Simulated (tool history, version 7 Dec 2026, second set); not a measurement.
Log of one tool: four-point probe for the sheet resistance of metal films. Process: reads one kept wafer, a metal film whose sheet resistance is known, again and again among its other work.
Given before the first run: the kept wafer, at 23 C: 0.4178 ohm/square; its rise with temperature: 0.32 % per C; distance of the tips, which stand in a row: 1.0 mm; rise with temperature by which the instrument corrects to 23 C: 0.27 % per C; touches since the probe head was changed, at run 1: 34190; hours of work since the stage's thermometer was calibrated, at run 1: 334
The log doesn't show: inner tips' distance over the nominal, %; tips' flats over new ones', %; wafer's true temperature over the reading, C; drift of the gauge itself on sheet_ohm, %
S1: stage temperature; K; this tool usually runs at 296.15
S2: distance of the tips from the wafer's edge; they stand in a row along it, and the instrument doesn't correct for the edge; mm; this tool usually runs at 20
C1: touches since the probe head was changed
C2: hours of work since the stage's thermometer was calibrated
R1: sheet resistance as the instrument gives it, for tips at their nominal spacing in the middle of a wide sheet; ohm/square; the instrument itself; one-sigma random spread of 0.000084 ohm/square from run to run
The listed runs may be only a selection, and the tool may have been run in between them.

| run | hour | S1 | S2 | C1 | C2 | R1 |
|---|---|---|---|---|---|---|
| 1 | 0 | 296.15 | 20 | 34190 | 334 | 0.420287 |
| 2 | 17.8 | 296.15 | 20 | 34867 | 344 | 0.420483 |
| 3 | 25.5 | 296.15 | 20 | 35159 | 348 | 0.42036 |
| 4 | 42.2 | 300.15 | 20 | 35791 | 357 | 0.42152 |
| 5 | 53.2 | 300.15 | 20 | 36211 | 363 | 0.421492 |
| 6 | 62.9 | 296.15 | 20 | 36576 | 368 | 0.420548 |
| 7 | 73.2 | 296.15 | 20 | 36971 | 374 | 0.420475 |
| 8 | 85.3 | 296.15 | 20 | 37429 | 381 | 0.42062 |
| 9 | 93.3 | 296.15 | 20 | 37734 | 385 | 0.420408 |
| 10 | 100.6 | 302.15 | 20 | 38011 | 389 | 0.422115 |
| 11 | 112.4 | 302.15 | 20 | 38458 | 396 | 0.422164 |
| 12 | 127.1 | 301.15 | 20 | 39014 | 404 | 0.42187 |
| 13 | 139.6 | 301.15 | 20 | 39489 | 410 | 0.421874 |
| 14 | 147.8 | 301.15 | 20 | 39800 | 415 | 0.421818 |
| 15 | 156.1 | 293.15 | 20 | 40117 | 419 | 0.420006 |
| 16 | 168.9 | 297.15 | 20 | 40603 | 426 | 0.420953 |
| 17 | 182.7 | 297.15 | 20 | 41127 | 434 | 0.421021 |
| 18 | 191.6 | 297.15 | 20 | 41465 | 439 | 0.421135 |
| 19 | 198.9 | 297.15 | 20 | 41741 | 443 | 0.421078 |
| 20 | 214.3 | 297.15 | 20 | 42327 | 451 | 0.421085 |
| 21 | 224.8 | 297.15 | 20 | 42725 | 457 | 0.42101 |
| 22 | 234.5 | 291.15 | 32 | 43093 | 462 | 0.419135 |
| 23 | 245.1 | 299.15 | 11 | 43494 | 468 | 0.422994 |
| 24 | 254.9 | 308.15 | 4 | 43869 | 473 | 0.436782 |
| 25 | 267.9 | 308.15 | 4 | 44362 | 480 | 0.437062 |
| 26 | 277.3 | 308.15 | 9 | 44718 | 486 | 0.426028 |
| 27 | 287.4 | 304.15 | 66 | 45100 | 491 | 0.422448 |
| 28 | 303.5 | 304.15 | 66 | 45714 | 500 | 0.422327 |
| 29 | 317.8 | 304.15 | 66 | 46255 | 508 | 0.422503 |
| 30 | 329.7 | 304.15 | 66 | 46709 | 514 | 0.422576 |
| 31 | 343.6 | 293.15 | 6 | 47235 | 522 | 0.426014 |
| 32 | 354.1 | 293.15 | 6 | 47633 | 528 | 0.426115 |
| 33 | 362.7 | 293.15 | 6 | 47958 | 532 | 0.426059 |
| 34 | 380.2 | 293.15 | 6 | 48626 | 542 | 0.426195 |
| 35 | 397.9 | 294.15 | 5 | 49297 | 551 | 0.429112 |
| 36 | 406.1 | 294.15 | 5 | 49609 | 556 | 0.429263 |
| 37 | 417.9 | 294.15 | 3 | 50057 | 562 | 0.443891 |
| 38 | 435.2 | 294.15 | 3 | 50711 | 572 | 0.444048 |
| 39 | 448.7 | 295.15 | 9 | 51225 | 579 | 0.423348 |
| 40 | 464.6 | 295.15 | 9 | 51830 | 588 | 0.423246 |
| 41 | 482.2 | 295.15 | 9 | 52495 | 597 | 0.423599 |

Alternative continuations, all from the tool just after run 41; predict every row:
| A | 497.3 | 304.15 | 9 | 53070 | 606 | ? |
| B | 497.3 | 303.15 | 9 | 53070 | 606 | ? |
| C | 497.3 | 294.15 | 4 | 53070 | 606 | ? |
| D | 497.3 | 295.15 | 12 | 53070 | 606 | ? |
| E | 497.3 | 295.15 | 7 | 53070 | 606 | ? |

| run | R1 |
|---|---|
| A | 0.425575 |
| B | 0.425195 |
| C | 0.434287 |
| D | 0.422291 |
| E | 0.425162 |
With the hidden condition removed and each run's random variation left untouched, the same runs would have given:
| run | R1 |
|---|---|
| A | 0.422408 |
| B | 0.422033 |
| C | 0.431072 |
| D | 0.419156 |
| E | 0.422008 |
